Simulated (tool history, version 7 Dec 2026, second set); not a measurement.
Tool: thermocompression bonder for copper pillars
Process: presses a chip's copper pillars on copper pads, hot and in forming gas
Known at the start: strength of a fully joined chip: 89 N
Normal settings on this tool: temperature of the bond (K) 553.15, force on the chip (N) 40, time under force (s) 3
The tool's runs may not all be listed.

run	hour	temperature of the bond (K)	force on the chip (N)	time under force (s)	force that shears a chip off (N)
1	0	553.15	40	3	52.9
2	8.6	553.15	40	3	52.2
3	15.2	553.15	40	3	53.9
4	19.8	553.15	40	3	53.5
5	28	553.15	40	2	46.9
6	35.1	553.15	40	7	66.6
7	40.9	553.15	40	7	66.9
8	48.1	553.15	40	7	67.6
9	53.6	553.15	53	3	62.6
10	59.8	553.15	53	3	64.7
11	65.7	580.15	59	3	79.1
12	71	580.15	59	3	78.4

Predict each of these 3 candidate next runs independently; none follows another, all start after run 12:
A	75.4	580.15	36	3	?
B	75.4	530.15	59	6	?
C	75.4	580.15	35	2	?

run	force that shears a chip off (N)
A	62.5
B	64.5
C	56.9
With the hidden condition removed and each run's random variation left untouched, the same runs would have given:
run	force that shears a chip off (N)
A	61.4
B	63
C	55.5
